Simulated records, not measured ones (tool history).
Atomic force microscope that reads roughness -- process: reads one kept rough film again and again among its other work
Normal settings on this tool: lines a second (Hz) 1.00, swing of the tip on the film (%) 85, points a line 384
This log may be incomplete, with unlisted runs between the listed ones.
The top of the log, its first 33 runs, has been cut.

run   hour  lines a second (Hz)  swing of the tip on the film (%)  points a line  pictures with this tip  hours of work since the height scale was calibrated  roughness of the kept film (nm (root mean square))
 34  279.2                 1.69                                66            936                     241                                                  379                                               3.189
 35  285.6                 1.69                                66            936                     253                                                  383                                               3.179
     290.2  -- new tip fitted
 36  292.4                 0.82                                61            266                       4                                                  388                                               3.953
 37  302.4                 0.81                                73            633                      23                                                  394                                               3.810
 38  307.5                 0.81                                87            786                      32                                                  398                                               3.600
 39  318.8                 3.19                                85            353                      54                                                  405                                               2.754
 40  330.5                 3.19                                85            353                      76                                                  413                                               2.727
 41  337.8                 0.70                                85            379                      89                                                  418                                               3.523
 42  344.7                 1.66                                68            563                     102                                                  422                                               3.498
 43  351.6                 1.62                                58            563                     116                                                  427                                               3.612
 44  359.2                 1.00                                67            883                     130                                                  432                                               3.605
 45  366.8                 1.00                                67            883                     144                                                  437                                               3.547
 46  378.4                 1.00                                67            883                     166                                                  445                                               3.498

What if the next run were any one of these 3? Each begins from the tool's condition after run 46:
  A  390.2                 3.70                                75            402                     188                                                  453                                                   ?
  B  390.2                 1.85                                67            883                     188                                                  453                                                   ?
  C  390.2                 0.58                                67            762                     188                                                  453                                                   ?

run  roughness of the kept film (nm (root mean square))
  A                                               2.760
  B                                               3.311
  C                                               3.527
With no hidden state in the tool, these same runs would have given:
run  roughness of the kept film (nm (root mean square))
  A                                               3.195
  B                                               3.832
  C                                               4.083

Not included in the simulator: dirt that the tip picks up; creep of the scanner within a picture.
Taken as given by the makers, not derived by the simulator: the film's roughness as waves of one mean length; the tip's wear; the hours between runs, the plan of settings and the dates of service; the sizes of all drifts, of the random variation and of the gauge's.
